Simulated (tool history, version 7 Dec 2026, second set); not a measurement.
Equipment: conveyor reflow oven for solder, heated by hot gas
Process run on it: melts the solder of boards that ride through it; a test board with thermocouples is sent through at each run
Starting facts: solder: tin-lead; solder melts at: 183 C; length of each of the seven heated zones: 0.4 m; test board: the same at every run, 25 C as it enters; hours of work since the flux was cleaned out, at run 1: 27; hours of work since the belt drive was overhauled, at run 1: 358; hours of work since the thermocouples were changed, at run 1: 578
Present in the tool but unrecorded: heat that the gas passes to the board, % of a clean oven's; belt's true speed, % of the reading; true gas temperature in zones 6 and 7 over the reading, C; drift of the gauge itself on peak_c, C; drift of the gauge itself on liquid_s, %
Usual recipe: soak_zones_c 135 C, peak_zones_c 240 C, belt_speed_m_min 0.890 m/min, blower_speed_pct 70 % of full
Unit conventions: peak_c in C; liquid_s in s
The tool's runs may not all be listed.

run	hour	soak_zones_c	peak_zones_c	belt_speed_m_min	blower_speed_pct	hours of work since the flux was cleaned out	hours of work since the belt drive was overhauled	hours of work since the thermocouples were changed	peak_c	liquid_s
1	0.0	135	240	0.890	70	27	358	578	216.6	38.75
2	11.6	141	240	0.890	70	36	367	587	217.8	41.00
3	22.9	141	240	0.890	70	45	375	596	217.8	41.04
4	39.1	141	240	0.890	70	58	388	609	217.9	40.83
5	46.2	135	251	0.890	70	63	394	614	225.4	43.26
6	58.5	135	251	0.890	70	73	403	624	225.2	43.18
7	72.0	135	240	0.890	70	84	414	634	216.3	38.44
8	86.4	135	240	0.890	70	95	425	646	216.2	38.26
9	99.9	135	240	0.727	70	105	436	656	223.6	52.55
10	110.6	135	240	0.727	70	114	444	665	223.2	52.49
11	128.1	135	240	0.727	70	127	457	678	223.2	52.46
12	141.8	135	252	0.727	57	138	468	689	228.6	54.99
# hour 147.2: belt drive overhauled, speed set with a stopwatch
13	154.1	139	252	1.032	57	144	5	695	212.8	31.17
14	162.6	135	233	0.890	70	151	12	702	210.3	34.70
15	179.9	147	230	1.024	62	165	26	716	202.5	25.98
16	192.6	132	249	0.890	70	175	35	725	222.1	41.00
# hour 200.5: flux residue cleaned out of gas plates and filters
17	213.2	132	249	0.890	70	10	48	738	224.1	42.04
# hour 222.3: thermocouples of zones 6 and 7 changed
18	226.8	132	249	0.890	70	19	57	3	222.7	41.32
# hour 231.9: belt drive overhauled, speed set with a stopwatch, once more
19	240.8	146	240	0.890	80	27	7	11	221.0	44.13
20	252.8	146	240	0.890	80	36	16	21	221.0	44.07

What if the next run were any one of these 3? Each begins from the tool's condition after run 20:
A	260.9	143	240	0.890	80	42	23	27	?	?
B	260.9	146	228	0.890	57	42	23	27	?	?
C	260.9	146	241	0.780	80	42	23	27	?	?

run	peak_c	liquid_s
A	220.2	42.91
B	203.7	31.49
C	225.9	53.05
With no hidden state in the tool, these same runs would have given:
run	peak_c	liquid_s
A	221.3	43.46
B	204.7	32.37
C	226.9	53.47
